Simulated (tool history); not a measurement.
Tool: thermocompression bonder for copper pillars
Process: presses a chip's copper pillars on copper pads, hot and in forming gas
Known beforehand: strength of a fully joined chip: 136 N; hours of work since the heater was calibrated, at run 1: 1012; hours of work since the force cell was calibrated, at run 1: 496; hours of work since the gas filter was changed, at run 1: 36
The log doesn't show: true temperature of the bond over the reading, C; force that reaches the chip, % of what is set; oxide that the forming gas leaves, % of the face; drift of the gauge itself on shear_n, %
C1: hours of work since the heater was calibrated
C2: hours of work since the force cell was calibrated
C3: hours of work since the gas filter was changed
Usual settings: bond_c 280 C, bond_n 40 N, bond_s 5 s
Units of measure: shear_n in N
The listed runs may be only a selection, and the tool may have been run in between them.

Run 1, hour 0.0: usual settings; C1 1012; C2 496; C3 36. Result: shear_n 51.4 N.
Run 2, hour 26.3: usual settings but bond_c 279 C; C1 1029; C2 513; C3 53. Result: shear_n 49.9 N.
Run 3, hour 48.7: usual settings; C1 1043; C2 527; C3 67. Result: shear_n 50.5 N.
Run 4, hour 68.6: usual settings but bond_c 271 C; C1 1056; C2 539; C3 79. Result: shear_n 43.2 N.
Run 5, hour 104.5: usual settings but bond_c 271 C; C1 1079; C2 562; C3 102. Result: shear_n 44.3 N.
Run 6, hour 146.4: usual settings but bond_c 271 C; C1 1105; C2 589; C3 129. Result: shear_n 42.5 N.
Run 7, hour 165.5: usual settings but bond_c 271 C; C1 1118; C2 601; C3 141. Result: shear_n 42.1 N.
Run 8, hour 206.9: usual settings but bond_c 271 C; C1 1144; C2 628; C3 168. Result: shear_n 41.7 N.
At hour 215.7: forming gas filter changed.
Run 9, hour 246.6: usual settings; C1 1169; C2 653; C3 20. Result: shear_n 51.1 N.
Run 10, hour 281.5: usual settings; C1 1191; C2 675; C3 42. Result: shear_n 50.0 N.
Run 11, hour 301.3: usual settings; C1 1204; C2 687; C3 54. Result: shear_n 49.4 N.
Run 12, hour 324.5: usual settings; C1 1219; C2 702; C3 69. Result: shear_n 50.3 N.
Run 13, hour 350.9: usual settings; C1 1235; C2 719; C3 86. Result: shear_n 50.3 N.
Run 14, hour 371.5: usual settings but bond_c 258 C; C1 1248; C2 732; C3 99. Result: shear_n 34.7 N.
Run 15, hour 415.5: usual settings but bond_c 263 C, bond_n 54 N, bond_s 3 s; C1 1276; C2 760; C3 127. Result: shear_n 35.7 N.
Run 16, hour 436.4: usual settings but bond_c 263 C, bond_n 54 N, bond_s 4 s; C1 1290; C2 773; C3 141. Result: shear_n 39.7 N.
Run 17, hour 464.0: usual settings but bond_c 263 C, bond_n 34 N, bond_s 4 s; C1 1307; C2 791; C3 158. Result: shear_n 30.4 N.
At hour 488.6: forming gas filter changed.
Run 18, hour 496.7: usual settings but bond_c 263 C, bond_n 34 N, bond_s 4 s; C1 1328; C2 811; C3 5. Result: shear_n 32.5 N.
At hour 501.4: heater calibrated with a thermocouple chip.
Run 19, hour 522.0: usual settings but bond_n 55 N; C1 13; C2 826; C3 20. Result: shear_n 65.4 N.
Run 20, hour 541.5: usual settings but bond_n 29 N, bond_s 13 s; C1 26; C2 839; C3 32. Result: shear_n 66.9 N.
Run 21, hour 565.2: usual settings but bond_c 258 C, bond_n 35 N; C1 41; C2 854; C3 48. Result: shear_n 35.6 N.
Run 22, hour 605.5: usual settings but bond_c 278 C, bond_n 37 N, bond_s 4 s; C1 66; C2 879; C3 73. Result: shear_n 46.2 N.
Run 23, hour 627.0: usual settings but bond_c 278 C, bond_n 37 N, bond_s 12 s; C1 80; C2 893; C3 87. Result: shear_n 69.6 N.
At hour 660.0: force cell calibrated.
Run 24, hour 667.4: usual settings but bond_c 278 C, bond_n 37 N, bond_s 12 s; C1 105; C2 5; C3 112. Result: shear_n 67.3 N.
Run 25, hour 698.2: usual settings but bond_c 278 C, bond_n 37 N, bond_s 12 s; C1 124; C2 24; C3 131. Result: shear_n 66.0 N.
Run 26, hour 728.2: usual settings but bond_c 278 C, bond_n 37 N, bond_s 12 s; C1 143; C2 43; C3 150. Result: shear_n 64.8 N.

Each row is a separate what-if for the run after 26, all from the same tool condition, not one after another. Results?
At hour 762.7: forming gas filter changed.
Run A, hour 768.0: usual settings but bond_c 262 C, bond_n 42 N, bond_s 3 s; C1 168; C2 68; C3 3. Result: shear_n ?.
At hour 762.7: forming gas filter changed.
Run B, hour 768.0: usual settings but bond_c 274 C, bond_n 45 N; C1 168; C2 68; C3 3. Result: shear_n ?.
At hour 762.7: forming gas filter changed.
Run C, hour 768.0: usual settings but bond_c 283 C, bond_n 41 N, bond_s 6 s; C1 168; C2 68; C3 3. Result: shear_n ?.
At hour 762.7: forming gas filter changed.
Run D, hour 768.0: usual settings but bond_c 292 C, bond_n 29 N, bond_s 3 s; C1 168; C2 68; C3 3. Result: shear_n ?.
At hour 762.7: forming gas filter changed.
Run E, hour 768.0: usual settings but bond_c 278 C, bond_n 37 N; C1 168; C2 68; C3 3. Result: shear_n ?.

run  shear_n
  A     33.6
  B     52.5
  C     60.2
  D     43.8
  E     50.2
The same runs, with their run-to-run variation unchanged, on a tool lacking any hidden condition would have given:
run  shear_n
  A     33.7
  B     52.6
  C     60.3
  D     43.8
  E     50.3
